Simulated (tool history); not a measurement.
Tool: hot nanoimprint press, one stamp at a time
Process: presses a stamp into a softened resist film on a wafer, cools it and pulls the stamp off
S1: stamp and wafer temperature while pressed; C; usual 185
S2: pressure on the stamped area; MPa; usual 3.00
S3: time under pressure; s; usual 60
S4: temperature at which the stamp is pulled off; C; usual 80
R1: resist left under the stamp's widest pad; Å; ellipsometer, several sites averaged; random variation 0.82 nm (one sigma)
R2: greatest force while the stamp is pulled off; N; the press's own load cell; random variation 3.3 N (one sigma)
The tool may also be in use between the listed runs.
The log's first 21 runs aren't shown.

run,day,S1,S2,S3,S4,R1,R2
22,19.229,179,3.00,35,80,3888,185
23,20.442,179,3.00,35,80,3880,196
24,21.762,184,3.81,35,80,3130,196
25,22.525,184,3.81,35,80,3141,199
26,23.533,180,3.74,56,80,3115,205
27,24.446,187,3.00,60,68,2693,282
28,25.450,182,2.14,60,70,3532,273
29,26.358,185,3.61,76,80,2415,206
30,27.058,182,3.61,35,79,3375,213

Forecast each of these 4 alternatives for the next run:
A,27.750,186,2.44,35,78,?,?
B,27.750,196,3.61,35,79,?,?
C,27.750,174,3.61,32,73,?,?
D,27.750,179,3.33,33,79,?,?

run,R1,R2
A,3477,230
B,2192,224
C,4113,256
D,3754,227
Without the tool's hidden state the same runs would have given:
run,R1,R2
A,3540,169
B,2238,165
C,4165,187
D,3814,167
